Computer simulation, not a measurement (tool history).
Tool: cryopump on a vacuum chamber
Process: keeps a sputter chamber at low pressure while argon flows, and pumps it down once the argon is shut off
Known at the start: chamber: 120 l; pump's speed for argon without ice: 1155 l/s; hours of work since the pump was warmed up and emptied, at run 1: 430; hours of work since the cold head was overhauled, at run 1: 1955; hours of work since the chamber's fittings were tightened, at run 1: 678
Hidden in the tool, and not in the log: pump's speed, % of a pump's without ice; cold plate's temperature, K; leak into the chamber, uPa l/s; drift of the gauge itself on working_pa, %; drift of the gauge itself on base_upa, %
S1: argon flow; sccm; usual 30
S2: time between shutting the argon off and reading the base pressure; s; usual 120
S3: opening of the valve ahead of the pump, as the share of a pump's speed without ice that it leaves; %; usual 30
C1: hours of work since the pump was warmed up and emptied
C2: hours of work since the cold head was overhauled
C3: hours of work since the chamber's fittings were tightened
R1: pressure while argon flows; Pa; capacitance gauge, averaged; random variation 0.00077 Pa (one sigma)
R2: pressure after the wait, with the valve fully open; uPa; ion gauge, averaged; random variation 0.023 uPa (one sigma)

{"run": 1, "hour": 0.0, "S1": 30, "S2": 120, "S3": 30, "C1": 430, "C2": 1955, "C3": 678, "R1": 0.1634, "R2": 1.01}
{"run": 2, "hour": 43.2, "S1": 30, "S2": 120, "S3": 30, "C1": 452, "C2": 1977, "C3": 700, "R1": 0.1642, "R2": 1.04}
{"hour": 80.3, "done": "pump warmed up, emptied and cooled again"}
{"run": 3, "hour": 146.2, "S1": 30, "S2": 150, "S3": 30, "C1": 34, "C2": 2028, "C3": 750, "R1": 0.1475, "R2": 0.8}
{"run": 4, "hour": 203.6, "S1": 30, "S2": 120, "S3": 23, "C1": 64, "C2": 2058, "C3": 780, "R1": 0.1945, "R2": 0.9}
{"run": 5, "hour": 248.5, "S1": 30, "S2": 183, "S3": 23, "C1": 87, "C2": 2081, "C3": 803, "R1": 0.1949, "R2": 0.76}
{"run": 6, "hour": 291.9, "S1": 30, "S2": 183, "S3": 23, "C1": 109, "C2": 2103, "C3": 826, "R1": 0.1946, "R2": 0.79}
{"run": 7, "hour": 351.0, "S1": 30, "S2": 183, "S3": 23, "C1": 140, "C2": 2134, "C3": 856, "R1": 0.1957, "R2": 0.75}
{"run": 8, "hour": 445.7, "S1": 30, "S2": 120, "S3": 30, "C1": 188, "C2": 2182, "C3": 905, "R1": 0.1525, "R2": 0.97}
{"run": 9, "hour": 509.7, "S1": 30, "S2": 120, "S3": 30, "C1": 221, "C2": 2215, "C3": 938, "R1": 0.1545, "R2": 1.0}
{"run": 10, "hour": 578.8, "S1": 30, "S2": 120, "S3": 30, "C1": 257, "C2": 2251, "C3": 973, "R1": 0.1542, "R2": 0.96}
{"run": 11, "hour": 664.9, "S1": 30, "S2": 120, "S3": 30, "C1": 301, "C2": 2295, "C3": 1018, "R1": 0.155, "R2": 1.05}
{"run": 12, "hour": 756.3, "S1": 30, "S2": 120, "S3": 30, "C1": 348, "C2": 2342, "C3": 1065, "R1": 0.157, "R2": 1.05}
{"run": 13, "hour": 831.8, "S1": 30, "S2": 120, "S3": 30, "C1": 387, "C2": 2381, "C3": 1104, "R1": 0.1602, "R2": 1.08}
{"run": 14, "hour": 878.4, "S1": 30, "S2": 120, "S3": 30, "C1": 411, "C2": 2405, "C3": 1128, "R1": 0.1595, "R2": 1.1}
{"run": 15, "hour": 920.9, "S1": 30, "S2": 120, "S3": 30, "C1": 433, "C2": 2427, "C3": 1150, "R1": 0.1609, "R2": 1.11}
{"hour": 1000.7, "done": "pump warmed up, emptied and cooled again"}
{"run": 16, "hour": 1010.5, "S1": 30, "S2": 120, "S3": 30, "C1": 5, "C2": 2471, "C3": 1193, "R1": 0.148, "R2": 0.99}
{"run": 17, "hour": 1057.1, "S1": 30, "S2": 120, "S3": 56, "C1": 29, "C2": 2495, "C3": 1217, "R1": 0.0797, "R2": 0.96}
{"run": 18, "hour": 1120.6, "S1": 16, "S2": 108, "S3": 33, "C1": 62, "C2": 2528, "C3": 1250, "R1": 0.072, "R2": 1.1}
{"run": 19, "hour": 1168.2, "S1": 30, "S2": 120, "S3": 19, "C1": 86, "C2": 2552, "C3": 1275, "R1": 0.2357, "R2": 1.06}
{"run": 20, "hour": 1264.7, "S1": 30, "S2": 115, "S3": 19, "C1": 136, "C2": 2602, "C3": 1324, "R1": 0.2359, "R2": 1.03}
{"run": 21, "hour": 1305.3, "S1": 30, "S2": 115, "S3": 19, "C1": 157, "C2": 2623, "C3": 1345, "R1": 0.237, "R2": 1.05}
{"run": 22, "hour": 1387.7, "S1": 30, "S2": 115, "S3": 19, "C1": 199, "C2": 2665, "C3": 1388, "R1": 0.2382, "R2": 1.08}
{"run": 23, "hour": 1482.6, "S1": 30, "S2": 115, "S3": 19, "C1": 248, "C2": 2714, "C3": 1437, "R1": 0.2396, "R2": 1.12}
{"run": 24, "hour": 1533.7, "S1": 30, "S2": 120, "S3": 16, "C1": 275, "C2": 2740, "C3": 1463, "R1": 0.2852, "R2": 1.14}
{"run": 25, "hour": 1604.6, "S1": 30, "S2": 120, "S3": 16, "C1": 311, "C2": 2777, "C3": 1500, "R1": 0.2846, "R2": 1.14}
{"run": 26, "hour": 1653.7, "S1": 42, "S2": 120, "S3": 17, "C1": 337, "C2": 2802, "C3": 1525, "R1": 0.3787, "R2": 1.16}
{"run": 27, "hour": 1697.3, "S1": 42, "S2": 120, "S3": 17, "C1": 359, "C2": 2825, "C3": 1547, "R1": 0.3808, "R2": 1.22}
{"run": 28, "hour": 1755.3, "S1": 14, "S2": 78, "S3": 43, "C1": 389, "C2": 2855, "C3": 1577, "R1": 0.0545, "R2": 1.42}
{"run": 29, "hour": 1823.1, "S1": 30, "S2": 139, "S3": 15, "C1": 424, "C2": 2890, "C3": 1612, "R1": 0.3095, "R2": 1.17}
{"run": 30, "hour": 1881.3, "S1": 30, "S2": 139, "S3": 15, "C1": 454, "C2": 2920, "C3": 1642, "R1": 0.3064, "R2": 1.19}
{"hour": 1920.0, "done": "pump warmed up, emptied and cooled again"}
{"run": 31, "hour": 1926.6, "S1": 18, "S2": 21, "S3": 60, "C1": 3, "C2": 2940, "C3": 1663, "R1": 0.0444, "R2": 3.05}
{"run": 32, "hour": 1981.6, "S1": 18, "S2": 21, "S3": 60, "C1": 32, "C2": 2969, "C3": 1691, "R1": 0.0451, "R2": 3.14}
{"run": 33, "hour": 2046.6, "S1": 18, "S2": 21, "S3": 60, "C1": 65, "C2": 3002, "C3": 1725, "R1": 0.0455, "R2": 3.18}
{"run": 34, "hour": 2144.2, "S1": 18, "S2": 21, "S3": 60, "C1": 116, "C2": 3053, "C3": 1775, "R1": 0.0466, "R2": 3.13}

Forecast each of these 3 alternatives for the next run:
{"run": "A", "hour": 2195.3, "S1": 52, "S2": 34, "S3": 25, "C1": 142, "C2": 3079, "C3": 1801, "R1": "?", "R2": "?"}
{"run": "B", "hour": 2195.3, "S1": 34, "S2": 21, "S3": 60, "C1": 142, "C2": 3079, "C3": 1801, "R1": "?", "R2": "?"}
{"run": "C", "hour": 2195.3, "S1": 17, "S2": 263, "S3": 60, "C1": 142, "C2": 3079, "C3": 1801, "R1": "?", "R2": "?"}

run=A R1=0.3119 R2=2.16
run=B R1=0.0888 R2=3.28
run=C R1=0.0445 R2=0.95
Without the tool's hidden state the same runs would have given:
run=A R1=0.3028 R2=1.73
run=B R1=0.0828 R2=2.82
run=C R1=0.0415 R2=0.52
